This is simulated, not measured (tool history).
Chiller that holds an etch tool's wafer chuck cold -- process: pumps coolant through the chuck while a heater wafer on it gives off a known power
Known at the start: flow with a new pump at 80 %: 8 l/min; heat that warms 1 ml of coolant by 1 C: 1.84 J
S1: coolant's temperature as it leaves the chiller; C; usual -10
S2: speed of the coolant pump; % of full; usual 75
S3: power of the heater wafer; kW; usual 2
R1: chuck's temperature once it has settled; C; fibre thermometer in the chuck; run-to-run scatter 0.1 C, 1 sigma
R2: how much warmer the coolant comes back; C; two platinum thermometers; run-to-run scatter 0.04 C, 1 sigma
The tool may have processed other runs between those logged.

run 1 day=0 | S1=-10 S2=75 S3=2 | R1=17.3 R2=8.81
run 2 day=1.95 | S1=-10 S2=75 S3=2 | R1=17.2 R2=8.89
run 3 day=3.004 | S1=-10 S2=75 S3=2 | R1=17.2 R2=8.85
run 4 day=4.117 | S1=-10 S2=75 S3=2 | R1=17.3 R2=8.87
run 5 day=5.167 | S1=-9 S2=75 S3=2 | R1=18.4 R2=8.89
run 6 day=6.946 | S1=-9 S2=75 S3=2 | R1=18.4 R2=8.9
-- day=7.146 chiller's thermometer calibrated
run 7 day=8.129 | S1=-9 S2=75 S3=2 | R1=18.7 R2=8.89
run 8 day=9.692 | S1=-9 S2=75 S3=2 | R1=18.8 R2=8.87
run 9 day=10.95 | S1=-9 S2=75 S3=1.484 | R1=11.8 R2=6.58
run 10 day=12.925 | S1=-9 S2=75 S3=1.484 | R1=11.8 R2=6.66
run 11 day=14.067 | S1=-2 S2=65 S3=2.21 | R1=33.2 R2=11.5
run 12 day=14.975 | S1=-2 S2=65 S3=2.21 | R1=33 R2=11.55
-- day=15.508 chiller's thermometer calibrated, once more
run 13 day=17.088 | S1=-2 S2=65 S3=2.745 | R1=41.4 R2=14.26
run 14 day=18.538 | S1=-10 S2=86 S3=1.22 | R1=4.7 R2=4.68
run 15 day=19.908 | S1=-10 S2=86 S3=1.22 | R1=4.8 R2=4.72

Run 16 is up next; what results do you expect?
run 16 day=21.988 | S1=-10 S2=86 S3=1.22 | R1=? R2=?

{"run 16": {"R1": 4.8, "R2": 4.68}}
With no hidden state in the tool, this same run would have given R1 3 C, R2 4.57 C.

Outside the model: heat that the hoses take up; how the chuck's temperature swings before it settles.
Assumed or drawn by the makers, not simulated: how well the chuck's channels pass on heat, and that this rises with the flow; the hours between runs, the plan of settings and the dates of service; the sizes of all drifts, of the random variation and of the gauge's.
